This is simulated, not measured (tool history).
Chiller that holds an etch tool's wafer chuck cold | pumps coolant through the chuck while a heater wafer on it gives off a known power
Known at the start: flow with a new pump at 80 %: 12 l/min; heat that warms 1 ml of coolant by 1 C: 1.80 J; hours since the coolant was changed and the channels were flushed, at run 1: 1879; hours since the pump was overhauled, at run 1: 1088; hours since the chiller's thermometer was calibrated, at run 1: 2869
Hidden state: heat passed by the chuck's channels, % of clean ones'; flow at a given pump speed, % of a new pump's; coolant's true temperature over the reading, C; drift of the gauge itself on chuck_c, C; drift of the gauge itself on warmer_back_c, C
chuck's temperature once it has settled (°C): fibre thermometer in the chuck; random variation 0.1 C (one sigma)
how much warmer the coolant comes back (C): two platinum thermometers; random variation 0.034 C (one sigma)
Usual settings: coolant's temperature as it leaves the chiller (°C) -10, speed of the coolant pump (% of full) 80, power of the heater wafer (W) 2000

run   hour  coolant's temperature as it leaves the chiller (°C)  speed of the coolant pump (% of full)  power of the heater wafer (W)  hours since the coolant was changed and the channels were flushed  hours since the pump was overhauled  hours since the chiller's thermometer was calibrated  chuck's temperature once it has settled (°C)  how much warmer the coolant comes back (C)
  1      0                                                  -10                                     80                           2000                                                               1879                                 1088                                                  2869                                          12.1                                        5.59
  2   32.8                                                  -10                                     80                           2000                                                               1912                                 1121                                                  2901                                          12.3                                        5.57
  3     63                                                  -10                                     80                           2000                                                               1942                                 1151                                                  2932                                          12.2                                        5.58
  4   94.8                                                  -10                                     80                           2000                                                               1974                                 1183                                                  2963                                          11.9                                         5.5
  5  125.8                                                  -10                                     80                           2000                                                               2005                                 1214                                                  2994                                          12.2                                        5.56
  6  152.4                                                  -10                                     80                           2000                                                               2032                                 1240                                                  3021                                          12.2                                        5.47
  7  185.3                                                  -10                                     80                           2000                                                               2065                                 1273                                                  3054                                          12.2                                        5.51
  8    222                                                  -10                                     80                           2000                                                               2101                                 1310                                                  3091                                          12.3                                        5.45
  9  263.8                                                   -6                                     74                           1185                                                               2143                                 1352                                                  3132                                           7.8                                        3.49
 10  284.7                                                   -6                                     74                           1185                                                               2164                                 1373                                                  3153                                           7.8                                        3.44

Forecast run 11:
 11  323.9                                                  -11                                     80                           2000                                                               2203                                 1412                                                  3193                                             ?                                           ?

{"run 11": {"chuck's temperature once it has settled (°C)": 11, "how much warmer the coolant comes back (C)": 5.41}}
Without the tool's hidden state the same run would have given chuck's temperature once it has settled (°C) 11, how much warmer the coolant comes back (C) 5.54.
